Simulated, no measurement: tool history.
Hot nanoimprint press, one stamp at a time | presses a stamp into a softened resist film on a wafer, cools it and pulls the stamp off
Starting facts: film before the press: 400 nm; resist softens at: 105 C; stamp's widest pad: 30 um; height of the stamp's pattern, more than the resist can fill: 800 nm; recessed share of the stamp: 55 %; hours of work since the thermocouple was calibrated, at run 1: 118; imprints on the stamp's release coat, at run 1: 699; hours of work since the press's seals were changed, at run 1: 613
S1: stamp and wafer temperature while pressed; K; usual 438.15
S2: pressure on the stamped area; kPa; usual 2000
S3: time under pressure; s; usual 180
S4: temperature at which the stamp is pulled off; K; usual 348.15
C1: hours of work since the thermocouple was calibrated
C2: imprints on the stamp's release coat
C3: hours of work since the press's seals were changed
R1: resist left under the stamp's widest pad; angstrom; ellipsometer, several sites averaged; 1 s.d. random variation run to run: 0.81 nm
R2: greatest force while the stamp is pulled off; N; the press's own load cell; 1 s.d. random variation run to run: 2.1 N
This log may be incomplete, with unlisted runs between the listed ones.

run    hour      S1    S2   S3      S4   C1   C2    C3    R1  R2
  1     0.0  438.15  2000  180  348.15  118  699   613  1489  95
       35.1  -- stamp cleaned and given a new release coat
  2    73.2  438.15  2000  180  348.15  152  147   647  1487  91
  3   106.3  432.15  2000  180  348.15  169  275   663  1955  91
  4   163.0  432.15  2000  180  348.15  197  493   692  1928  94
  5   200.3  432.15  2000  180  348.15  216  637   711  1934  96
      248.0  -- stamp cleaned and given a new release coat
  6   272.7  438.15  2000  180  338.15  250   95   744  1488  89
  7   317.4  438.15  2000  180  338.15  272  268   767  1492  95
  8   356.6  438.15  2000  180  338.15  292  419   787  1502  98
  9   405.7  438.15  2000  261  348.15  317  608   812  1250  89
      461.6  -- stamp cleaned and given a new release coat
 10   489.7  438.15  2000  261  348.15  357  108   851  1246  91
 11   542.7  438.15  2000  261  348.15  383  312   878  1259  90
 12   589.0  438.15  2510  180  348.15  407  491   901  1343  93
 13   654.6  438.15  2000  180  348.15  440  743   935  1483  95
      674.8  -- stamp cleaned and given a new release coat
 14   705.7  438.15  2000  180  348.15  463  119   957  1486  96
 15   768.0  438.15  2000  180  348.15  494  359   989  1504  92
 16   843.2  438.15  1550   99  348.15  532  649  1027  2092  90
      887.5  -- stamp cleaned and given a new release coat
 17   923.5  438.15  1550   99  348.15  570  139  1065  2092  91
      952.0  -- plate thermocouple calibrated
 18   963.5  449.15  1790  262  340.15    6  282  1083   816  94
 19  1015.3  449.15  1790  262  340.15   32  481  1110   814  97
 20  1062.3  449.15  2420  133  340.15   56  662  1133   967  93
 21  1093.8  438.15  2560  180  348.15   72  783  1149  1338  94
     1104.9  -- stamp cleaned and given a new release coat
 22  1153.1  438.15  2560  180  348.15   99  186  1176  1340  88
 23  1211.9  449.15  2030  188  348.15  128  412  1206   898  92
 24  1250.5  449.15  2030  188  348.15  148  561  1226   890  93
     1321.6  -- stamp cleaned and given a new release coat
 25  1332.1  429.15  1200  199  340.15  186   40  1264  2523  93
     1365.8  -- press's hydraulic seals changed and the load cell set to zero
 26  1386.7  438.15  2000  180  339.15  210  220    11  1476  95
 27  1444.3  438.15  2930  248  348.15  239  442    40  1083  91
 28  1514.8  438.15  2930  248  348.15  275  713    75  1081  88
     1545.4  -- stamp cleaned and given a new release coat
 29  1577.3  438.15  2000  286  349.15  303  123   104  1197  90

What if the next run were any one of these 5? Each begins from the tool's condition after run 29:
  A  1615.9  432.15  1860  286  346.15  323  271  124   ?   ?
  B  1615.9  427.15  2500  180  341.15  323  271  124   ?   ?
  C  1615.9  448.15  3180  286  349.15  323  271  124   ?   ?
  D  1615.9  442.15  2000  314  349.15  323  271  124   ?   ?
  E  1615.9  438.15  1520  193  343.15  323  271  124   ?   ?

run    R1  R2
  A  1646  93
  B  2195  97
  C   613  89
  D   960  89
  E  1622  90
Stripped of hidden state, with their random variation kept, the same runs would have yielded:
run    R1  R2
  A  1648  93
  B  2197  96
  C   614  89
  D   961  88
  E  1624  89

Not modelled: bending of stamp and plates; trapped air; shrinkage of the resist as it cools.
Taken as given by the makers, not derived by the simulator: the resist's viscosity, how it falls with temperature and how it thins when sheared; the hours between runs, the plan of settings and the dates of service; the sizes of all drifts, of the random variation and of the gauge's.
